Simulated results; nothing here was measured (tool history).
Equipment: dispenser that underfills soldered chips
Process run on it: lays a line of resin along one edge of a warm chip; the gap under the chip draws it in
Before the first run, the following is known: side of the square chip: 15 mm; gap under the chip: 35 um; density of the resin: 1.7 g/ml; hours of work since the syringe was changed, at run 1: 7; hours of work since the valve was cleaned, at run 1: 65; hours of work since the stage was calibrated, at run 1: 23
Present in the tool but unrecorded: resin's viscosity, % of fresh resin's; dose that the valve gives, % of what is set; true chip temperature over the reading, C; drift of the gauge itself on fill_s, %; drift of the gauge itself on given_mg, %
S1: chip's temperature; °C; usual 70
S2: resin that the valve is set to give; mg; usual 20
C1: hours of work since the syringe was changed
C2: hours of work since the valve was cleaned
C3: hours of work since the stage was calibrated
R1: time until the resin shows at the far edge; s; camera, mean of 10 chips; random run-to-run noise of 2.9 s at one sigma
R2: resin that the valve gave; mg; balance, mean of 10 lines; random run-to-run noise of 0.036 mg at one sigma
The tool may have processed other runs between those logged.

| run | hour | S1 | S2 | C1 | C2 | C3 | R1 | R2 |
|---|---|---|---|---|---|---|---|---|
| 1 | 0 | 70 | 20 | 7 | 65 | 23 | 370.4 | 19.42 |
|  | 2.2 | new syringe of resin |
| 2 | 10.7 | 70 | 20 | 6 | 72 | 29 | 343.7 | 19.41 |
|  | 15.1 | new syringe of resin |
| 3 | 25.5 | 71 | 20 | 7 | 81 | 39 | 353.5 | 19.3 |
|  | 28 | new syringe of resin |
|  | 39.9 | dispensing valve cleaned and set on the balance |
| 4 | 39.9 | 71 | 20 | 7 | 0 | 48 | 361.4 | 20 |
|  | 42.6 | new syringe of resin |
| 5 | 49.9 | 70 | 20 | 5 | 6 | 54 | 346.8 | 19.99 |
|  | 55.4 | new syringe of resin |
| 6 | 60 | 70 | 20 | 3 | 13 | 61 | 330.6 | 19.87 |
|  | 69.2 | new syringe of resin |
| 7 | 72 | 70 | 20 | 2 | 21 | 68 | 321.9 | 19.86 |
|  | 82.2 | new syringe of resin |
| 8 | 82.7 | 70 | 20 | 0 | 27 | 75 | 299.1 | 19.83 |
| 9 | 93.5 | 70 | 19.4 | 8 | 35 | 82 | 381.1 | 19.14 |
|  | 95.7 | new syringe of resin |
| 10 | 106.6 | 70 | 19.4 | 7 | 43 | 91 | 383.1 | 19.04 |
|  | 108.9 | new syringe of resin |
|  | 121.8 | new syringe of resin |
| 11 | 122.6 | 70 | 19.4 | 1 | 53 | 101 | 298.2 | 19.06 |
|  | 135.2 | new syringe of resin |
| 12 | 137 | 70 | 25.4 | 1 | 63 | 110 | 296.6 | 24.82 |
|  | 148.9 | new syringe of resin |
| 13 | 150.3 | 80 | 19.7 | 1 | 71 | 119 | 214.9 | 19.19 |
|  | 162.1 | new syringe of resin |
| 14 | 162.1 | 80 | 19.7 | 0 | 79 | 126 | 204.2 | 19.05 |
|  | 175.3 | new syringe of resin |
| 15 | 178.2 | 77 | 25.7 | 2 | 89 | 137 | 245.1 | 24.9 |
|  | 180.1 | dispensing valve cleaned and set on the balance |
| 16 | 187.2 | 83 | 20 | 7 | 5 | 142 | 239.3 | 20.02 |
|  | 189.5 | new syringe of resin |
|  | 202.4 | new syringe of resin |
| 17 | 204.9 | 57 | 22 | 2 | 16 | 154 | 541 | 21.82 |
| 18 | 213.1 | 79 | 19.5 | 7 | 21 | 159 | 276.9 | 19.3 |
|  | 216.2 | new syringe of resin |
| 19 | 222.2 | 70 | 17.5 | 4 | 27 | 165 | 354.5 | 17.32 |
|  | 229.9 | new syringe of resin |
| 20 | 233.9 | 79 | 18.7 | 3 | 35 | 172 | 237.1 | 18.47 |
|  | 243.2 | new syringe of resin |
| 21 | 249 | 68 | 20 | 4 | 45 | 182 | 369.5 | 19.6 |
|  | 256.4 | new syringe of resin |
| 22 | 263.6 | 70 | 17.6 | 5 | 54 | 192 | 375.4 | 17.23 |
|  | 269.5 | new syringe of resin |
| 23 | 272.2 | 70 | 17.6 | 2 | 60 | 197 | 333.7 | 17.19 |

Consider 4 possible next runs. They are alternatives, not a sequence: every one starts from the tool as it was left by run 23. What does each give?
|  | 283.1 | new syringe of resin |
| A | 286.6 | 80 | 24.4 | 2 | 69 | 206 | ? | ? |
|  | 283.1 | new syringe of resin |
| B | 286.6 | 62 | 20 | 2 | 69 | 206 | ? | ? |
|  | 283.1 | new syringe of resin |
| C | 286.6 | 77 | 20.8 | 2 | 69 | 206 | ? | ? |
|  | 283.1 | new syringe of resin |
| D | 286.6 | 58 | 24.7 | 2 | 69 | 206 | ? | ? |

| run | R1 | R2 |
|---|---|---|
| A | 226.8 | 23.78 |
| B | 461.9 | 19.46 |
| C | 254.6 | 20.22 |
| D | 530.1 | 24.08 |
Without the tool's unlogged condition, the same runs would have read:
| run | R1 | R2 |
|---|---|---|
| A | 198.2 | 24.41 |
| B | 400 | 19.98 |
| C | 221.7 | 20.77 |
| D | 459.8 | 24.73 |

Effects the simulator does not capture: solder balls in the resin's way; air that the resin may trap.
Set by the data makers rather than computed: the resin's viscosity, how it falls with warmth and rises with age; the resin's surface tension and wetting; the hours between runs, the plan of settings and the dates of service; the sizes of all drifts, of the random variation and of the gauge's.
